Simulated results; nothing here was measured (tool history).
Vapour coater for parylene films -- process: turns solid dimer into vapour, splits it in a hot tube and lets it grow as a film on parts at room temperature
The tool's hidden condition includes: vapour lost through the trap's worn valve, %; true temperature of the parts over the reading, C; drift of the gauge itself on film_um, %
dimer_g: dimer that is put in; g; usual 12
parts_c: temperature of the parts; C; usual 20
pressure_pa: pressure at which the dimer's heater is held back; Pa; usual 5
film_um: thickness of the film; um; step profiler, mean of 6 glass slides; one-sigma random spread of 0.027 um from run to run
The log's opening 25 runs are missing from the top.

| run | hour | dimer_g | parts_c | pressure_pa | hours of work since the trap's valve was overhauled | hours of work since the table's thermometer was calibrated | film_um |
|---|---|---|---|---|---|---|---|
| 26 | 282.5 | 12 | 16 | 5 | 163 | 304 | 2.53 |
| 27 | 298.4 | 12 | 17 | 9.84 | 177 | 317 | 2.05 |
| 28 | 312.3 | 17 | 17 | 3.56 | 188 | 329 | 3.69 |
| 29 | 324.3 | 12 | 20 | 5 | 199 | 339 | 2.13 |
| 30 | 332.6 | 7 | 25 | 10.23 | 206 | 346 | 0.89 |
| 31 | 341.4 | 5 | 25 | 4.8 | 213 | 354 | 0.75 |
| 32 | 351.4 | 5 | 25 | 4.8 | 222 | 362 | 0.77 |
| 33 | 366.7 | 12 | 20 | 8.06 | 235 | 376 | 1.88 |
| 34 | 375.9 | 12 | 20 | 8.06 | 243 | 383 | 1.89 |
| 35 | 385.2 | 12 | 20 | 8.06 | 251 | 391 | 1.9 |
| 36 | 401.4 | 11 | 29 | 11.04 | 264 | 405 | 1.13 |
| 37 | 409.7 | 11 | 29 | 2.77 | 271 | 412 | 1.56 |
| 38 | 425.6 | 11 | 29 | 2.77 | 285 | 426 | 1.59 |
| 39 | 433.9 | 9 | 16 | 2.14 | 292 | 433 | 2.16 |
| 40 | 447.9 | 20 | 15 | 5 | 304 | 445 | 4.01 |
| 41 | 454.7 | 8 | 20 | 3.14 | 310 | 450 | 1.49 |
| 42 | 462.2 | 8 | 25 | 3.14 | 316 | 457 | 1.28 |
| 43 | 473.6 | 12 | 17 | 3.97 | 326 | 466 | 2.46 |
| 44 | 481.1 | 12 | 17 | 3.97 | 332 | 473 | 2.39 |
| 45 | 492.1 | 10 | 24 | 9.56 | 341 | 482 | 1.29 |

What if the next run were any one of these 5? Each begins from the tool's condition after run 45:
| A | 506.1 | 21 | 24 | 11.1 | 353 | 494 | ? |
| B | 506.1 | 10 | 24 | 8.63 | 353 | 494 | ? |
| C | 506.1 | 15 | 24 | 5 | 353 | 494 | ? |
| D | 506.1 | 9 | 20 | 5 | 353 | 494 | ? |
| E | 506.1 | 10 | 25 | 4.58 | 353 | 494 | ? |

| run | film_um |
|---|---|
| A | 2.57 |
| B | 1.3 |
| C | 2.19 |
| D | 1.58 |
| E | 1.42 |
The same runs, with their run-to-run variation unchanged, on a tool lacking any hidden condition would have given:
| run | film_um |
|---|---|
| A | 2.84 |
| B | 1.43 |
| C | 2.42 |
| D | 1.74 |
| E | 1.57 |
